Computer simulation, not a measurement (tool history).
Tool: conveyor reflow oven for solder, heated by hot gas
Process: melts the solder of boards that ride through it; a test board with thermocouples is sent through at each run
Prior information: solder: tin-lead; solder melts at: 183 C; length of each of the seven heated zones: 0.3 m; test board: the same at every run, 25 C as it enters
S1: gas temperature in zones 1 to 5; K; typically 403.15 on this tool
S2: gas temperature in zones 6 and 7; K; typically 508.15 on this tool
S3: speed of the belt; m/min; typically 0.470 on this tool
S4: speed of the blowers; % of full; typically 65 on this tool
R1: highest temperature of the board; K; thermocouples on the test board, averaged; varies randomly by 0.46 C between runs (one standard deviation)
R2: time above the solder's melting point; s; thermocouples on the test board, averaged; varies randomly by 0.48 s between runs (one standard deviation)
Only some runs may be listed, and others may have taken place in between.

{"run": 1, "hour": 0.0, "S1": 403.15, "S2": 508.15, "S3": 0.47, "S4": 65, "R1": 491.65, "R2": 55.3}
{"run": 2, "hour": 32.9, "S1": 407.15, "S2": 508.15, "S3": 0.47, "S4": 65, "R1": 491.35, "R2": 57.4}
{"run": 3, "hour": 54.2, "S1": 407.15, "S2": 508.15, "S3": 0.47, "S4": 65, "R1": 491.35, "R2": 57.6}
{"run": 4, "hour": 73.7, "S1": 410.15, "S2": 508.15, "S3": 0.47, "S4": 65, "R1": 491.75, "R2": 58.8}
{"run": 5, "hour": 93.0, "S1": 410.15, "S2": 508.15, "S3": 0.47, "S4": 65, "R1": 492.45, "R2": 58.0}
{"run": 6, "hour": 113.6, "S1": 410.15, "S2": 508.15, "S3": 0.47, "S4": 65, "R1": 491.85, "R2": 58.4}
{"run": 7, "hour": 144.0, "S1": 403.15, "S2": 508.15, "S3": 0.47, "S4": 65, "R1": 490.85, "R2": 55.6}
{"run": 8, "hour": 172.3, "S1": 403.15, "S2": 508.15, "S3": 0.47, "S4": 65, "R1": 490.15, "R2": 54.8}
{"run": 9, "hour": 202.0, "S1": 403.15, "S2": 508.15, "S3": 0.47, "S4": 75, "R1": 491.85, "R2": 57.4}
{"run": 10, "hour": 232.3, "S1": 403.15, "S2": 508.15, "S3": 0.47, "S4": 75, "R1": 493.25, "R2": 56.8}
{"run": 11, "hour": 255.2, "S1": 389.15, "S2": 508.15, "S3": 0.47, "S4": 65, "R1": 488.35, "R2": 49.4}
{"run": 12, "hour": 283.5, "S1": 389.15, "S2": 508.15, "S3": 0.47, "S4": 65, "R1": 488.25, "R2": 48.5}
{"run": 13, "hour": 305.6, "S1": 389.15, "S2": 508.15, "S3": 0.47, "S4": 65, "R1": 488.15, "R2": 49.2}
{"run": 14, "hour": 341.0, "S1": 389.15, "S2": 508.15, "S3": 0.47, "S4": 65, "R1": 488.25, "R2": 49.0}
{"run": 15, "hour": 371.9, "S1": 389.15, "S2": 508.15, "S3": 0.544, "S4": 65, "R1": 482.75, "R2": 36.9}
{"run": 16, "hour": 405.0, "S1": 403.15, "S2": 521.15, "S3": 0.405, "S4": 65, "R1": 507.85, "R2": 75.5}
{"run": 17, "hour": 422.3, "S1": 403.15, "S2": 521.15, "S3": 0.405, "S4": 65, "R1": 507.05, "R2": 76.7}
{"run": 18, "hour": 438.4, "S1": 403.15, "S2": 514.15, "S3": 0.411, "S4": 69, "R1": 500.95, "R2": 71.9}
{"run": 19, "hour": 455.8, "S1": 403.15, "S2": 516.15, "S3": 0.387, "S4": 65, "R1": 504.35, "R2": 78.0}
{"run": 20, "hour": 472.0, "S1": 403.15, "S2": 516.15, "S3": 0.387, "S4": 65, "R1": 504.55, "R2": 78.8}
{"run": 21, "hour": 492.6, "S1": 403.15, "S2": 516.15, "S3": 0.387, "S4": 65, "R1": 504.75, "R2": 78.0}
{"run": 22, "hour": 514.6, "S1": 403.15, "S2": 516.15, "S3": 0.387, "S4": 65, "R1": 503.65, "R2": 78.8}
{"run": 23, "hour": 535.2, "S1": 401.15, "S2": 516.15, "S3": 0.47, "S4": 79, "R1": 500.75, "R2": 61.2}
{"run": 24, "hour": 550.2, "S1": 403.15, "S2": 497.15, "S3": 0.47, "S4": 90, "R1": 486.05, "R2": 53.1}
{"run": 25, "hour": 583.9, "S1": 414.15, "S2": 520.15, "S3": 0.402, "S4": 90, "R1": 511.65, "R2": 83.5}
{"run": 26, "hour": 600.3, "S1": 390.15, "S2": 503.15, "S3": 0.549, "S4": 65, "R1": 478.05, "R2": 33.3}
{"run": 27, "hour": 625.8, "S1": 390.15, "S2": 503.15, "S3": 0.384, "S4": 83, "R1": 493.35, "R2": 69.2}
{"run": 28, "hour": 656.2, "S1": 390.15, "S2": 503.15, "S3": 0.434, "S4": 70, "R1": 487.55, "R2": 54.4}
{"run": 29, "hour": 683.6, "S1": 390.15, "S2": 508.15, "S3": 0.505, "S4": 70, "R1": 487.75, "R2": 42.9}
{"run": 30, "hour": 697.8, "S1": 389.15, "S2": 508.15, "S3": 0.558, "S4": 86, "R1": 486.25, "R2": 39.7}

The log once held 2 entries between its listed runs, left out of this copy. Where does each go, and what is different about the tool's unlogged condition between the listed run before it and the listed run after it?
Between runs 14 and 15: flux residue cleaned out of gas plates and filters (hour 360.2)
  heat that the gas passes to the board, % of a clean oven's: 99.4 -> 100; belt's true speed, % of the reading: 99.95 -> 99.94
Between runs 27 and 28: belt drive overhauled, speed set with a stopwatch (hour 639.9)
  belt's true speed, % of the reading: 99.94 -> 99.99

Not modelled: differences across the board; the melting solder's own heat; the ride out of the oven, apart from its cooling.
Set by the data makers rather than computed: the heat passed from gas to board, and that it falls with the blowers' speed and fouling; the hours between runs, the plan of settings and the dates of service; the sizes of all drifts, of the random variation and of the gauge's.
